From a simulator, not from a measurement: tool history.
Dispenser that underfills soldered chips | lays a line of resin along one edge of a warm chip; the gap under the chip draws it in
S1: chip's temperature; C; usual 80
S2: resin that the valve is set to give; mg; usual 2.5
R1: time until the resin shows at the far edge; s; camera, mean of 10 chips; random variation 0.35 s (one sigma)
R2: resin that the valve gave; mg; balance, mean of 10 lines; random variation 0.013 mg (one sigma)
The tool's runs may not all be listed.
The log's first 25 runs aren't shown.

run,hour,S1,S2,R1,R2
26,197.1,70,2.39,32.8,2.34
# hour 202.1: new syringe of resin
27,203.1,70,2.39,29,2.35
28,209.6,75,2.53,27.2,2.45
# hour 214.9: new syringe of resin
29,219.4,84,3.07,17.1,2.99
# hour 227.9: new syringe of resin
30,229.1,84,3.07,16.2,2.97
31,236.6,83,2.26,19.6,2.18
# hour 241: new syringe of resin
32,247.3,84,2.13,18.1,2.06
33,251.8,80,2.42,23.2,2.34
# hour 254.3: new syringe of resin
34,257.5,80,2.42,20.1,2.32
35,261.9,95,2.57,11.6,2.48
# hour 267.6: new syringe of resin
36,268.9,82,3.01,17.7,2.9

3 ways to go on from here, each from the tool as it stands after run 36. What would each give?
A,274.1,68,2.33,?,?
B,274.1,80,2.57,?,?
C,274.1,69,2.72,?,?

run,R1,R2
A,36.2,2.22
B,21.2,2.46
C,34.3,2.59
Without the tool's hidden state the same runs would have given:
run,R1,R2
A,29.4,2.33
B,17.3,2.58
C,27.9,2.72
